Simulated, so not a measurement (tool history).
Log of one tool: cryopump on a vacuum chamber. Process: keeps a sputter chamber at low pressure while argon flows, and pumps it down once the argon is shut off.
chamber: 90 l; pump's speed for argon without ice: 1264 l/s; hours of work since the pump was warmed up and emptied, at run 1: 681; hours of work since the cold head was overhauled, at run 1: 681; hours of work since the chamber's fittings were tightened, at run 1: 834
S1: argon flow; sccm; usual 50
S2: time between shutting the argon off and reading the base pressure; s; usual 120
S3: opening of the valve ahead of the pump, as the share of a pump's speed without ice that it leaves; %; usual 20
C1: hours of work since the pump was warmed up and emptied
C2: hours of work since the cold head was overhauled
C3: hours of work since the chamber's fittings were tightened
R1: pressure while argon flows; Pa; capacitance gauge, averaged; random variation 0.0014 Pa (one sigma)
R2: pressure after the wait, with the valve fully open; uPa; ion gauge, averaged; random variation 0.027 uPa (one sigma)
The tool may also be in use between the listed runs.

run     day  S1   S2  S3    C1    C2    C3      R1    R2
  1       0  50  120  20   681   681   834  0.3453   2.1
  2   1.775  50  120  20   702   702   856  0.3462   2.1
  3   4.408  50  120  20   734   734   888  0.3483  2.12
  4   5.821  50  120  20   751   751   905  0.3478  2.06
  5   8.842  50  120  20   787   787   941  0.3522  2.17
  6  11.021  50  120  20   814   814   967  0.3504  2.18
  7  13.646  50  120  20   845   845   999  0.3509  2.26
  8  15.471  50  120  20   867   867  1021  0.3496  2.29
  9  16.983  50  120  20   886   886  1039  0.3533   2.4
     17.421  -- leaking fittings of the chamber tightened, without venting
 10  19.292  50  120  20   912   912    23   0.354  1.32
 11  21.442  50  225  20   938   938    48  0.3523  0.91
 12  24.354  50  225  20   973   973    84   0.357  0.95
 13  27.304  50  156  20  1009  1009   119  0.3542  1.21
 14  30.346  50  120  20  1046  1046   156  0.3515  1.46
 15  32.592  50  120  22  1073  1073   183   0.326  1.58
 16  34.733  50  120  22  1099  1099   209  0.3299  1.51
     35.379  -- pump warmed up, emptied and cooled again
 17    37.6  50  120  59    27  1131   241  0.1159  1.46
 18   40.45  41   29  39    61  1165   275  0.1426  4.39

Run 19 comes next. What will it give?
 19  41.783  66  62  44  77  1181  291   ?   ?

Run 19 gave R1 0.2036 Pa, R2 2.35 uPa.
Without the tool's hidden state the same run would have given R1 0.2012 Pa, R2 2.07 uPa.
